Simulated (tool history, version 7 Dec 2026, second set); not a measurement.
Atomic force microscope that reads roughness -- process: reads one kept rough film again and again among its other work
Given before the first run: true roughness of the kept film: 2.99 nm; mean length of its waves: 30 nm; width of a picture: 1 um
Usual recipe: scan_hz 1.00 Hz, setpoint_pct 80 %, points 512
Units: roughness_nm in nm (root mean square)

{"run": 1, "hour": 0.0, "scan_hz": 1.0, "setpoint_pct": 80, "points": 512, "roughness_nm": 2.129}
{"run": 2, "hour": 36.8, "scan_hz": 1.0, "setpoint_pct": 80, "points": 512, "roughness_nm": 1.994}
{"run": 3, "hour": 80.2, "scan_hz": 1.0, "setpoint_pct": 80, "points": 512, "roughness_nm": 1.894}
{"hour": 103.6, "done": "new tip fitted"}
{"run": 4, "hour": 104.0, "scan_hz": 1.0, "setpoint_pct": 80, "points": 512, "roughness_nm": 2.391}
{"run": 5, "hour": 135.4, "scan_hz": 1.0, "setpoint_pct": 80, "points": 512, "roughness_nm": 2.29}
{"run": 6, "hour": 162.6, "scan_hz": 1.0, "setpoint_pct": 80, "points": 512, "roughness_nm": 2.182}
{"run": 7, "hour": 187.5, "scan_hz": 1.0, "setpoint_pct": 80, "points": 512, "roughness_nm": 2.103}
{"run": 8, "hour": 217.3, "scan_hz": 2.45, "setpoint_pct": 80, "points": 512, "roughness_nm": 1.821}
{"run": 9, "hour": 253.4, "scan_hz": 2.45, "setpoint_pct": 80, "points": 512, "roughness_nm": 1.71}
{"run": 10, "hour": 280.8, "scan_hz": 1.0, "setpoint_pct": 80, "points": 512, "roughness_nm": 1.84}
{"hour": 292.3, "done": "new tip fitted"}
{"run": 11, "hour": 317.7, "scan_hz": 1.0, "setpoint_pct": 80, "points": 512, "roughness_nm": 2.299}
{"run": 12, "hour": 353.6, "scan_hz": 1.0, "setpoint_pct": 80, "points": 512, "roughness_nm": 2.163}
{"run": 13, "hour": 374.6, "scan_hz": 3.17, "setpoint_pct": 80, "points": 512, "roughness_nm": 1.8}
{"run": 14, "hour": 419.7, "scan_hz": 1.0, "setpoint_pct": 80, "points": 512, "roughness_nm": 1.965}
{"run": 15, "hour": 454.1, "scan_hz": 1.0, "setpoint_pct": 80, "points": 512, "roughness_nm": 1.855}
{"hour": 477.8, "done": "new tip fitted"}
{"run": 16, "hour": 484.6, "scan_hz": 1.0, "setpoint_pct": 61, "points": 512, "roughness_nm": 2.5}
{"run": 17, "hour": 512.7, "scan_hz": 1.0, "setpoint_pct": 61, "points": 512, "roughness_nm": 2.373}
{"run": 18, "hour": 542.6, "scan_hz": 1.0, "setpoint_pct": 63, "points": 512, "roughness_nm": 2.242}
{"hour": 547.0, "done": "height scale calibrated on a step standard"}
{"run": 19, "hour": 568.2, "scan_hz": 1.0, "setpoint_pct": 63, "points": 512, "roughness_nm": 2.142}
{"run": 20, "hour": 593.8, "scan_hz": 0.55, "setpoint_pct": 63, "points": 512, "roughness_nm": 2.098}
{"run": 21, "hour": 634.7, "scan_hz": 0.55, "setpoint_pct": 63, "points": 512, "roughness_nm": 1.992}
{"hour": 650.7, "done": "height scale calibrated on a step standard, once more"}
{"hour": 667.5, "done": "new tip fitted"}
{"run": 22, "hour": 669.9, "scan_hz": 1.67, "setpoint_pct": 72, "points": 726, "roughness_nm": 2.43}
{"run": 23, "hour": 707.6, "scan_hz": 0.78, "setpoint_pct": 62, "points": 450, "roughness_nm": 2.399}
{"run": 24, "hour": 734.3, "scan_hz": 0.78, "setpoint_pct": 62, "points": 450, "roughness_nm": 2.273}
{"run": 25, "hour": 779.5, "scan_hz": 1.0, "setpoint_pct": 65, "points": 512, "roughness_nm": 2.131}
{"run": 26, "hour": 804.2, "scan_hz": 0.52, "setpoint_pct": 60, "points": 779, "roughness_nm": 2.1}
{"run": 27, "hour": 842.5, "scan_hz": 1.03, "setpoint_pct": 65, "points": 781, "roughness_nm": 1.956}
{"hour": 854.2, "done": "new tip fitted"}
{"run": 28, "hour": 884.9, "scan_hz": 1.03, "setpoint_pct": 65, "points": 837, "roughness_nm": 2.386}
{"run": 29, "hour": 918.3, "scan_hz": 0.79, "setpoint_pct": 73, "points": 932, "roughness_nm": 2.263}
{"run": 30, "hour": 945.9, "scan_hz": 1.54, "setpoint_pct": 76, "points": 366, "roughness_nm": 2.048}
{"run": 31, "hour": 991.4, "scan_hz": 2.47, "setpoint_pct": 61, "points": 392, "roughness_nm": 1.966}
{"run": 32, "hour": 1038.7, "scan_hz": 1.0, "setpoint_pct": 77, "points": 720, "roughness_nm": 1.86}
{"hour": 1043.3, "done": "new tip fitted"}
{"run": 33, "hour": 1075.8, "scan_hz": 0.53, "setpoint_pct": 58, "points": 561, "roughness_nm": 2.441}
{"run": 34, "hour": 1096.8, "scan_hz": 0.53, "setpoint_pct": 73, "points": 269, "roughness_nm": 2.293}
{"run": 35, "hour": 1141.7, "scan_hz": 0.53, "setpoint_pct": 73, "points": 269, "roughness_nm": 2.168}
{"run": 36, "hour": 1187.4, "scan_hz": 0.53, "setpoint_pct": 73, "points": 269, "roughness_nm": 1.993}
{"run": 37, "hour": 1220.3, "scan_hz": 1.03, "setpoint_pct": 80, "points": 737, "roughness_nm": 1.864}
{"hour": 1230.4, "done": "new tip fitted"}
{"run": 38, "hour": 1250.7, "scan_hz": 0.55, "setpoint_pct": 88, "points": 635, "roughness_nm": 2.365}
{"run": 39, "hour": 1288.3, "scan_hz": 2.48, "setpoint_pct": 75, "points": 520, "roughness_nm": 2.035}
{"run": 40, "hour": 1326.9, "scan_hz": 1.0, "setpoint_pct": 63, "points": 756, "roughness_nm": 2.147}

Hidden state or all else? Some run-to-run changes of roughness_nm, split into what the settings, what came in and random variation would give without the hidden state, and what is left for the hidden state (with any gauge scatter that isn't in both results):
Unlogged tool condition in this case: radius of the tip, nm; height scale over the true one, %; drift of the gauge itself on roughness_nm, %.
Run 3 -> 4: new tip fitted. roughness_nm +0.497 nm (root mean square): hidden state +0.504, all else -0.007.
Run 15 -> 16: setpoint_pct 80 -> 61, new tip fitted. roughness_nm +0.645 nm (root mean square): hidden state +0.515, all else +0.130.
Run 21 -> 22: scan_hz 0.55 -> 1.67, setpoint_pct 63 -> 72, points 512 -> 726, height scale calibrated on a step standard, once more, new tip fitted. roughness_nm +0.438 nm (root mean square): hidden state +0.580, all else -0.142.
Run 32 -> 33: scan_hz 1.00 -> 0.53, setpoint_pct 77 -> 58, points 720 -> 561, new tip fitted. roughness_nm +0.581 nm (root mean square): hidden state +0.463, all else +0.118.
Run 37 -> 38: scan_hz 1.03 -> 0.55, setpoint_pct 80 -> 88, points 737 -> 635, new tip fitted. roughness_nm +0.501 nm (root mean square): hidden state +0.462, all else +0.039.
